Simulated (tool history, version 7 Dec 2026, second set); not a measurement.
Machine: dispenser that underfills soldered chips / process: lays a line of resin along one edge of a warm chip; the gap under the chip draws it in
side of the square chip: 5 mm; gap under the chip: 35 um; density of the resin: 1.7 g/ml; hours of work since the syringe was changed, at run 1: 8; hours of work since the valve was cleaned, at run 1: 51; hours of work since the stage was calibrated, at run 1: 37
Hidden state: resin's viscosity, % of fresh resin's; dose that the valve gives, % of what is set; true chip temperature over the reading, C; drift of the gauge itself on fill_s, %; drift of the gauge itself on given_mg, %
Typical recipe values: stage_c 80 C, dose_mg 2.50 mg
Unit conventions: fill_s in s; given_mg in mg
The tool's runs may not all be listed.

run	hour	stage_c	dose_mg	hours of work since the syringe was changed	hours of work since the valve was cleaned	hours of work since the stage was calibrated	fill_s	given_mg
1	0.0	80	2.50	8	51	37	37.2	2.444
# hour 1.3: new syringe of resin
# hour 8.3: dispensing valve cleaned and set on the balance
2	12.0	80	2.50	7	3	45	34.9	2.500
# hour 14.9: new syringe of resin
3	23.5	80	2.50	6	11	54	32.6	2.490
# hour 27.8: new syringe of resin
4	30.0	80	2.50	2	16	58	26.2	2.481
5	37.0	80	2.50	7	21	63	35.3	2.474
# hour 40.3: new syringe of resin
6	49.3	80	2.50	7	30	72	33.6	2.472
# hour 53.6: new syringe of resin
7	55.3	80	2.11	1	34	77	26.0	2.081
# hour 66.5: new syringe of resin
8	67.3	80	3.13	1	43	85	24.4	3.067
9	74.8	80	3.20	6	48	91	33.9	3.125
# hour 79.9: new syringe of resin
10	84.7	80	3.20	4	56	98	28.6	3.127
# hour 86.9: dispensing valve cleaned and set on the balance
11	92.5	80	3.20	9	4	103	37.8	3.186
# hour 93.4: new syringe of resin
12	99.0	80	3.20	4	9	108	29.1	3.184
# hour 107.0: new syringe of resin
13	112.3	80	2.50	4	18	117	29.8	2.473
# hour 119.5: new syringe of resin
14	123.9	80	2.50	3	27	126	28.2	2.461
15	130.9	80	2.78	9	32	131	36.8	2.734
# hour 132.1: new syringe of resin
16	137.6	80	2.78	4	37	136	28.2	2.729
17	143.7	80	2.50	9	41	140	36.3	2.447
# hour 144.7: new syringe of resin
18	156.1	70	2.90	8	50	149	50.1	2.827
# hour 157.2: new syringe of resin
# hour 164.9: dispensing valve cleaned and set on the balance
19	167.0	70	2.90	7	2	156	46.2	2.894
# hour 171.0: new syringe of resin
20	176.2	80	3.14	4	8	163	28.6	3.126
# hour 184.3: new syringe of resin
21	189.4	80	2.47	4	18	173	29.3	2.449
# hour 196.8: new syringe of resin
22	199.4	93	2.47	2	25	180	17.6	2.443
23	205.1	83	2.47	6	29	184	29.6	2.428
# hour 209.4: new syringe of resin
24	216.0	89	2.51	5	37	192	23.5	2.460
# hour 221.8: new syringe of resin
25	227.3	89	2.51	4	45	200	22.2	2.448
# hour 234.9: new syringe of resin
26	234.9	82	2.51	0	51	206	22.0	2.450
# hour 242.8: dispensing valve cleaned and set on the balance
27	243.6	82	2.51	6	1	211	30.2	2.508
# hour 248.5: new syringe of resin
28	254.1	66	2.89	4	8	219	43.7	2.875
29	259.8	72	2.94	8	12	223	46.1	2.921
# hour 261.3: new syringe of resin
30	270.8	87	2.65	7	20	231	26.7	2.623
# hour 274.1: new syringe of resin
31	280.1	87	2.65	4	27	238	24.3	2.609
# hour 286.7: new syringe of resin
32	286.7	89	2.70	0	32	243	16.9	2.657
33	293.5	89	2.70	5	37	248	23.4	2.657
# hour 299.5: new syringe of resin
34	306.9	81	2.11	6	47	257	30.6	2.064

Pick out some run-to-run changes in fill_s. Of each, how much would a tool without hidden state show as well, from the settings, what came in and chance, and how much is left for the hidden state and any gauge scatter not in both results compared?
Run 8 -> 9: dose_mg 3.13 -> 3.20. fill_s +9.5 s: hidden state +8.7, all else +0.8.
Run 10 -> 11: dispensing valve cleaned and set on the balance. fill_s +9.2 s: hidden state +8.9, all else +0.3.
Run 14 -> 15: dose_mg 2.50 -> 2.78. fill_s +8.6 s: hidden state +9.0, all else -0.4.
Run 17 -> 18: stage_c 80 -> 70, dose_mg 2.50 -> 2.90, new syringe of resin. fill_s +13.8 s: hidden state +4.7, all else +9.1.
Run 19 -> 20: stage_c 70 -> 80, dose_mg 2.90 -> 3.14, new syringe of resin. fill_s -17.6 s: hidden state -7.5, all else -10.1.
Run 29 -> 30: stage_c 72 -> 87, dose_mg 2.94 -> 2.65, new syringe of resin. fill_s -19.4 s: hidden state -7.4, all else -12.0.

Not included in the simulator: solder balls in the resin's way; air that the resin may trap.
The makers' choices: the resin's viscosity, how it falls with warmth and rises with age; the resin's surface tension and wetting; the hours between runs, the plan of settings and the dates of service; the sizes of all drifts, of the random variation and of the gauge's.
